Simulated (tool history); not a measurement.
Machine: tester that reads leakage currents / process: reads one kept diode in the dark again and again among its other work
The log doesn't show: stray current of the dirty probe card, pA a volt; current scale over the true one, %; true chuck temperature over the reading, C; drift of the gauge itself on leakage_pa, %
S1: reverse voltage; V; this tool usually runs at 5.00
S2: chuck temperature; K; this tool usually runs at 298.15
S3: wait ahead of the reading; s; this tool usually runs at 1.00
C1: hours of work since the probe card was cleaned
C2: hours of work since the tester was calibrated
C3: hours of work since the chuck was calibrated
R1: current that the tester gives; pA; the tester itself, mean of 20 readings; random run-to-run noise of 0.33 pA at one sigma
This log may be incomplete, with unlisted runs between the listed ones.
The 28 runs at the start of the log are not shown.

| run | hour | S1 | S2 | S3 | C1 | C2 | C3 | R1 |
|---|---|---|---|---|---|---|---|---|
| 29 | 1404.6 | 11.46 | 294.15 | 1.63 | 999 | 966 | 1647 | 123.18 |
| 30 | 1438.4 | 11.46 | 294.15 | 1.63 | 1018 | 985 | 1666 | 123.30 |
| 31 | 1469.7 | 11.46 | 294.15 | 1.63 | 1035 | 1002 | 1683 | 123.55 |
| 32 | 1522.2 | 3.30 | 304.15 | 1.00 | 1064 | 1031 | 1712 | 130.78 |
| 33 | 1565.4 | 1.65 | 298.15 | 1.97 | 1088 | 1055 | 1736 | 56.21 |
| 34 | 1626.7 | 2.03 | 312.15 | 5.14 | 1122 | 1089 | 1770 | 177.89 |
| 35 | 1689.6 | 1.06 | 305.15 | 2.89 | 1157 | 1124 | 1805 | 74.84 |
| 36 | 1747.8 | 1.06 | 305.15 | 2.89 | 1189 | 1156 | 1837 | 74.82 |
| 37 | 1810.2 | 4.56 | 306.15 | 1.97 | 1223 | 1191 | 1871 | 180.24 |
| 38 | 1850.8 | 2.17 | 324.15 | 1.97 | 1246 | 1213 | 1894 | 412.16 |
| 39 | 1883.0 | 2.17 | 324.15 | 1.97 | 1264 | 1231 | 1911 | 411.91 |
| 40 | 1930.5 | 2.17 | 324.15 | 1.97 | 1290 | 1257 | 1938 | 416.41 |
| 41 | 1977.0 | 2.17 | 324.15 | 1.97 | 1316 | 1283 | 1963 | 414.18 |

3 ways to go on from here, each from the tool as it stands after run 41. What would each give?
| A | 2016.6 | 2.80 | 324.15 | 0.50 | 1337 | 1305 | 1985 | ? |
| B | 2016.6 | 12.14 | 298.15 | 1.00 | 1337 | 1305 | 1985 | ? |
| C | 2016.6 | 1.15 | 324.15 | 0.59 | 1337 | 1305 | 1985 | ? |

| run | R1 |
|---|---|
| A | 475.57 |
| B | 172.82 |
| C | 290.99 |
With the hidden condition removed and each run's random variation left untouched, the same runs would have given:
| run | R1 |
|---|---|
| A | 503.37 |
| B | 180.99 |
| C | 308.22 |
